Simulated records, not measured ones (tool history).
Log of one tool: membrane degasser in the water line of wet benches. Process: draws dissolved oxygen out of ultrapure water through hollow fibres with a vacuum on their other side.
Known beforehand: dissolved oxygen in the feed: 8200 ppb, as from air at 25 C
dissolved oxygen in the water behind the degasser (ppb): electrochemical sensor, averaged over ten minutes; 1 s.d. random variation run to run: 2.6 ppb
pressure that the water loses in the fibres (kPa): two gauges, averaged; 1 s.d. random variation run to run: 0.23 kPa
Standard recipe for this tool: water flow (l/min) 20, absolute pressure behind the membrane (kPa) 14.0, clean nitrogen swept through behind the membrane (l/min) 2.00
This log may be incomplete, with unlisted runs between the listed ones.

run    hour  water flow (l/min)  absolute pressure behind the membrane (kPa)  clean nitrogen swept through behind the membrane (l/min)  dissolved oxygen in the water behind the degasser (ppb)  pressure that the water loses in the fibres (kPa)
  1     0.0                  20                                         14.0                                                      2.00                                                    383.0                                              59.01
  2    28.9                  20                                         14.0                                                      2.00                                                    384.2                                              59.55
  3    75.3                  20                                         14.0                                                      2.00                                                    382.1                                              59.39
  4   125.7                  28                                         14.0                                                      2.00                                                    630.3                                              82.34
  5   159.2                  28                                         14.0                                                      2.00                                                    627.6                                              82.65
  6   190.1                  28                                         14.0                                                      2.00                                                    628.3                                              82.97
  7   245.7                  28                                         14.0                                                      2.00                                                    626.4                                              82.92
  8   293.1                  28                                         16.1                                                      2.00                                                    686.5                                              83.22
      297.5  -- vacuum gauge calibrated
  9   340.6                  20                                         14.0                                                      1.19                                                    524.2                                              59.09
 10   400.2                  20                                         14.0                                                      1.00                                                    583.3                                              59.26
      406.0  -- vacuum gauge calibrated, once more
 11   436.0                  20                                         14.0                                                      2.00                                                    386.1                                              59.31
 12   470.1                  20                                         14.0                                                      2.00                                                    384.1                                              59.10
 13   530.5                  20                                         14.0                                                      1.50                                                    450.4                                              59.35
 14   556.8                  20                                         15.5                                                      2.00                                                    416.9                                              59.32
 15   588.1                  20                                         13.7                                                      2.00                                                    371.2                                              59.23
 16   634.7                  20                                         13.7                                                      5.66                                                    224.7                                              58.85
 17   696.4                  17                                         14.0                                                      2.65                                                    248.4                                              50.52
      703.2  -- seals of the vacuum lines changed
 18   731.8                  18                                         23.4                                                      2.00                                                    505.2                                              53.58
 19   758.8                  19                                         20.2                                                      2.59                                                    395.4                                              56.37
 20   795.0                  26                                         14.0                                                      2.00                                                    553.4                                              77.52
 21   835.4                  26                                         14.0                                                      2.00                                                    564.1                                              77.46
 22   881.1                  26                                         12.2                                                      2.10                                                    495.5                                              77.65
 23   908.6                  26                                         12.2                                                      2.10                                                    497.4                                              77.47
 24   966.8                  26                                         12.2                                                      2.10                                                    496.4                                              77.16
 25  1011.3                  19                                         27.3                                                      1.54                                                    743.8                                              56.53
 26  1051.2                  19                                         27.3                                                      1.54                                                    742.4                                              56.18
 27  1103.0                  19                                         27.3                                                      1.54                                                    753.7                                              56.19
 28  1164.4                  19                                         27.3                                                      1.54                                                    744.9                                              56.27

3 ways to go on from here, each from the tool as it stands after run 28. What would each give?
  A  1192.0                  31                                         25.8                                                      0.87                                                        ?                                                  ?
  B  1192.0                  19                                         27.3                                                      1.89                                                        ?                                                  ?
  C  1192.0                  16                                         27.3                                                      1.54                                                        ?                                                  ?

run  dissolved oxygen in the water behind the degasser (ppb)  pressure that the water loses in the fibres (kPa)
  A                                                   1690.5                                              91.55
  B                                                    646.4                                              56.56
  C                                                    616.5                                              47.89
What these runs would have given with no unlogged condition in the tool:
run  dissolved oxygen in the water behind the degasser (ppb)  pressure that the water loses in the fibres (kPa)
  A                                                   1685.1                                              90.82
  B                                                    642.7                                              56.11
  C                                                    613.9                                              47.51
